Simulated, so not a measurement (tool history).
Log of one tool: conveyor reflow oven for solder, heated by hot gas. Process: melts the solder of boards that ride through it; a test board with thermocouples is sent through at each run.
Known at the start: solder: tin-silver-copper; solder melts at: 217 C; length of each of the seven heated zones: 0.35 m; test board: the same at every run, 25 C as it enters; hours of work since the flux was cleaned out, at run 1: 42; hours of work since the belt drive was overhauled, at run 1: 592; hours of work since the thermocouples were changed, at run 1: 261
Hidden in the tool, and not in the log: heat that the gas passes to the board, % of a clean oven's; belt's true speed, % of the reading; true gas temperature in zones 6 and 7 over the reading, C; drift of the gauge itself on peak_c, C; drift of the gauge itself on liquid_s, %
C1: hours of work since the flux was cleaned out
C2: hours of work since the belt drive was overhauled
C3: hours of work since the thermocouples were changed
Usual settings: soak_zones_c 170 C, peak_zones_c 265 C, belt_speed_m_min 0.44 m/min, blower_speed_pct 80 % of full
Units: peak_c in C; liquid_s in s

Run 1, hour 0.0: usual settings; C1 42; C2 592; C3 261. Result: peak_c 253.0 C, liquid_s 73.3 s.
Run 2, hour 5.2: usual settings; C1 45; C2 596; C3 264. Result: peak_c 252.9 C, liquid_s 73.4 s.
Run 3, hour 10.9: usual settings but peak_zones_c 258 C; C1 49; C2 599; C3 268. Result: peak_c 246.8 C, liquid_s 68.0 s.
Run 4, hour 21.0: usual settings but peak_zones_c 258 C; C1 55; C2 606; C3 274. Result: peak_c 246.5 C, liquid_s 67.9 s.
Run 5, hour 27.4: usual settings; C1 59; C2 610; C3 278. Result: peak_c 252.9 C, liquid_s 73.3 s.
At hour 32.1: belt drive overhauled, speed set with a stopwatch.
Run 6, hour 37.2: usual settings; C1 63; C2 3; C3 282. Result: peak_c 253.3 C, liquid_s 74.7 s.

The next listed run, before its measurement:
Run 7, hour 43.3: usual settings but soak_zones_c 172 C, peak_zones_c 276 C, blower_speed_pct 58 % of full; C1 67; C2 7; C3 286. Result: peak_c ?, liquid_s ?.

peak_c: 257.8 C
liquid_s: 76.8 s
Without the tool's hidden state the same run would have given peak_c 258.3 C, liquid_s 75.0 s.
